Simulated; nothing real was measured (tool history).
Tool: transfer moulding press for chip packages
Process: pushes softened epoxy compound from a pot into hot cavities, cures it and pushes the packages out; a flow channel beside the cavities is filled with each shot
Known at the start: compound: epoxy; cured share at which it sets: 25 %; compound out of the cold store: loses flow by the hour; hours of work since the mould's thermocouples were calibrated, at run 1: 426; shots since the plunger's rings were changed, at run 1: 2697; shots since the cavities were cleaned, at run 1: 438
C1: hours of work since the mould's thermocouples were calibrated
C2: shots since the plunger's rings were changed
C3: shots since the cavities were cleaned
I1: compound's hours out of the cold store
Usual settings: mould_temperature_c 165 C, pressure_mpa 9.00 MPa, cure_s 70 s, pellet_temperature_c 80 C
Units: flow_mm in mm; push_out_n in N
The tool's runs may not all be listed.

{"run": 1, "hour": 0.0, "mould_temperature_c": 165, "pressure_mpa": 9.0, "cure_s": 70, "pellet_temperature_c": 80, "C1": 426, "C2": 2697, "C3": 438, "I1": 35.3, "flow_mm": 566, "push_out_n": 479}
{"run": 2, "hour": 41.9, "mould_temperature_c": 165, "pressure_mpa": 9.0, "cure_s": 70, "pellet_temperature_c": 80, "C1": 445, "C2": 3095, "C3": 836, "I1": 20.9, "flow_mm": 632, "push_out_n": 527}
{"hour": 50.7, "done": "cavities cleaned with cleaning compound and waxed"}
{"hour": 82.2, "done": "plunger's sealing rings changed"}
{"run": 3, "hour": 89.4, "mould_temperature_c": 165, "pressure_mpa": 9.0, "cure_s": 70, "pellet_temperature_c": 80, "C1": 464, "C2": 69, "C3": 345, "I1": 36.3, "flow_mm": 584, "push_out_n": 598}
{"run": 4, "hour": 135.8, "mould_temperature_c": 165, "pressure_mpa": 9.0, "cure_s": 70, "pellet_temperature_c": 80, "C1": 484, "C2": 510, "C3": 786, "I1": 31.1, "flow_mm": 605, "push_out_n": 590}
{"hour": 149.7, "done": "cavities cleaned with cleaning compound and waxed"}
{"run": 5, "hour": 160.6, "mould_temperature_c": 165, "pressure_mpa": 9.0, "cure_s": 70, "pellet_temperature_c": 72, "C1": 494, "C2": 733, "C3": 105, "I1": 12.0, "flow_mm": 716, "push_out_n": 370}
{"hour": 182.0, "done": "mould's thermocouples calibrated"}
{"run": 6, "hour": 192.5, "mould_temperature_c": 165, "pressure_mpa": 9.0, "cure_s": 70, "pellet_temperature_c": 72, "C1": 5, "C2": 1017, "C3": 389, "I1": 9.5, "flow_mm": 722, "push_out_n": 497}
{"run": 7, "hour": 242.2, "mould_temperature_c": 165, "pressure_mpa": 9.0, "cure_s": 70, "pellet_temperature_c": 72, "C1": 26, "C2": 1490, "C3": 862, "I1": 24.0, "flow_mm": 632, "push_out_n": 561}
{"hour": 250.0, "done": "cavities cleaned with cleaning compound and waxed"}
{"run": 8, "hour": 272.9, "mould_temperature_c": 165, "pressure_mpa": 9.0, "cure_s": 70, "pellet_temperature_c": 80, "C1": 39, "C2": 1769, "C3": 219, "I1": 41.8, "flow_mm": 542, "push_out_n": 413}
{"run": 9, "hour": 321.8, "mould_temperature_c": 159, "pressure_mpa": 7.72, "cure_s": 65, "pellet_temperature_c": 77, "C1": 61, "C2": 2234, "C3": 684, "I1": 25.1, "flow_mm": 586, "push_out_n": 862}
{"hour": 346.6, "done": "cavities cleaned with cleaning compound and waxed"}
{"run": 10, "hour": 361.2, "mould_temperature_c": 162, "pressure_mpa": 9.0, "cure_s": 70, "pellet_temperature_c": 88, "C1": 77, "C2": 2595, "C3": 140, "I1": 47.4, "flow_mm": 514, "push_out_n": 422}
{"hour": 373.2, "done": "cavities cleaned with cleaning compound and waxed, once more"}
{"run": 11, "hour": 399.5, "mould_temperature_c": 165, "pressure_mpa": 9.68, "cure_s": 79, "pellet_temperature_c": 83, "C1": 93, "C2": 2945, "C3": 251, "I1": 46.9, "flow_mm": 531, "push_out_n": 379}
{"run": 12, "hour": 439.2, "mould_temperature_c": 165, "pressure_mpa": 9.0, "cure_s": 85, "pellet_temperature_c": 80, "C1": 111, "C2": 3323, "C3": 629, "I1": 26.3, "flow_mm": 604, "push_out_n": 466}
{"hour": 456.1, "done": "plunger's sealing rings changed"}
{"hour": 473.9, "done": "cavities cleaned with cleaning compound and waxed"}
{"run": 13, "hour": 483.7, "mould_temperature_c": 164, "pressure_mpa": 9.0, "cure_s": 85, "pellet_temperature_c": 83, "C1": 129, "C2": 249, "C3": 93, "I1": 16.0, "flow_mm": 691, "push_out_n": 330}
{"run": 14, "hour": 536.9, "mould_temperature_c": 164, "pressure_mpa": 9.0, "cure_s": 85, "pellet_temperature_c": 83, "C1": 152, "C2": 755, "C3": 599, "I1": 23.3, "flow_mm": 649, "push_out_n": 468}
{"hour": 573.7, "done": "cavities cleaned with cleaning compound and waxed"}
{"run": 15, "hour": 575.7, "mould_temperature_c": 158, "pressure_mpa": 9.21, "cure_s": 67, "pellet_temperature_c": 73, "C1": 168, "C2": 1110, "C3": 19, "I1": 29.5, "flow_mm": 623, "push_out_n": 532}
{"run": 16, "hour": 599.7, "mould_temperature_c": 158, "pressure_mpa": 9.21, "cure_s": 67, "pellet_temperature_c": 83, "C1": 179, "C2": 1339, "C3": 248, "I1": 44.6, "flow_mm": 533, "push_out_n": 634}

Measured less the same run without the tool's hidden state. The same run-to-run variation is in both; the gauge's scatter may not be:
The hidden state here: true mould temperature over the reading, C; pressure that reaches the compound, % of what is set; grip of the stained cavities, % over clean ones'; drift of the gauge itself on flow_mm, %; drift of the gauge itself on push_out_n, %.
run=1 flow_mm=-24 push_out_n=+157
run=2 flow_mm=-30 push_out_n=+207
run=3 flow_mm=-2 push_out_n=+285
run=4 flow_mm=-6 push_out_n=+271
run=5 flow_mm=-9 push_out_n=+45
run=6 flow_mm=-11 push_out_n=+162
run=7 flow_mm=-14 push_out_n=+236
run=8 flow_mm=-14 push_out_n=+96
run=9 flow_mm=-20 push_out_n=+344
run=10 flow_mm=-21 push_out_n=+76
run=11 flow_mm=-24 push_out_n=+99
run=12 flow_mm=-32 push_out_n=+174
run=13 flow_mm=-4 push_out_n=+43
run=14 flow_mm=-8 push_out_n=+176
run=15 flow_mm=-12 push_out_n=+18
run=16 flow_mm=-12 push_out_n=+159
